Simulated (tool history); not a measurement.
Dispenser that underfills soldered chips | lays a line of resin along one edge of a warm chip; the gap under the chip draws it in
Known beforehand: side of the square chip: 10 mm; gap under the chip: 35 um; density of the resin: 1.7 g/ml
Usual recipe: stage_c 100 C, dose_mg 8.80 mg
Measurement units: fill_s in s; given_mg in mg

run   hour  stage_c  dose_mg  fill_s  given_mg
  1    0.0      100     8.80   179.0      8.69
  2    5.2      100     8.80   198.8      8.62
  3    8.4      100     8.93   215.6      8.72
      10.5  -- new syringe of resin
  4   15.6      100     8.80   193.2      8.56
  5   21.2      100     8.80   217.4      8.54
      22.3  -- new syringe of resin
  6   27.1      115     8.80   110.1      8.65
  7   30.3      115     8.80   119.1      8.53
  8   33.2      115     8.80   126.4      8.48
      34.4  -- new syringe of resin
  9   36.9      115     8.80   106.0      8.55
 10   44.0      115     8.80   124.3      8.54
      46.3  -- new syringe of resin
 11   47.4      115     8.80   102.6      8.53
 12   53.1      115     8.80   114.9      8.52
      58.2  -- new syringe of resin
 13   60.1      115     8.80   104.7      8.53
 14   64.6      115     8.80   113.7      8.33
 15   68.8      104     8.80   186.4      8.50
      69.9  -- new syringe of resin
 16   76.0      100     8.80   196.1      8.43
 17   79.5       98     8.80   227.8      8.42
      81.8  -- new syringe of resin
 18   83.3       96     8.80   206.8      8.49
 19   86.7      102     8.80   180.6      8.41
      93.8  -- new syringe of resin
 20   94.2       88     9.15   273.5      8.67
 21   98.4       92     9.96   248.1      9.37
 22  101.3       92     9.96   268.1      9.51
     105.6  -- new syringe of resin
 23  107.0       92     9.96   236.6      9.38
 24  110.6      113     9.96   119.0      9.51
 25  116.1      101     9.88   211.3      9.38
     117.5  -- new syringe of resin
     122.5  -- dispensing valve cleaned and set on the balance
 26  123.0      101     9.88   177.3      9.69
 27  127.8       89     7.85   326.4      7.72
     130.4  -- new syringe of resin
 28  133.7       89     9.18   282.7      9.08
 29  139.3       89     9.18   316.9      9.18
     142.3  -- new syringe of resin
 30  144.4       99    10.36   183.4     10.28
 31  149.6       99    10.36   200.6     10.26

Some steps in fill_s between neighbouring runs. How much of each would the tool show without its hidden state too (settings, what came in, random variation), and how much is left for the hidden state, with any gauge scatter that isn't in both results?
What the log doesn't record here: resin's viscosity, % of fresh resin's; dose that the valve gives, % of what is set; true chip temperature over the reading, C; drift of the gauge itself on fill_s, %; drift of the gauge itself on given_mg, %.
Run 23 -> 24: stage_c 92 -> 113. fill_s -117.6 s: hidden state +10.1, all else -127.7.
Run 26 -> 27: stage_c 101 -> 89, dose_mg 9.88 -> 7.85. fill_s +149.1 s: hidden state +38.1, all else +111.0.
Run 27 -> 28: dose_mg 7.85 -> 9.18, new syringe of resin. fill_s -43.7 s: hidden state -37.5, all else -6.2.
Run 29 -> 30: stage_c 89 -> 99, dose_mg 9.18 -> 10.36, new syringe of resin. fill_s -133.5 s: hidden state -45.7, all else -87.8.
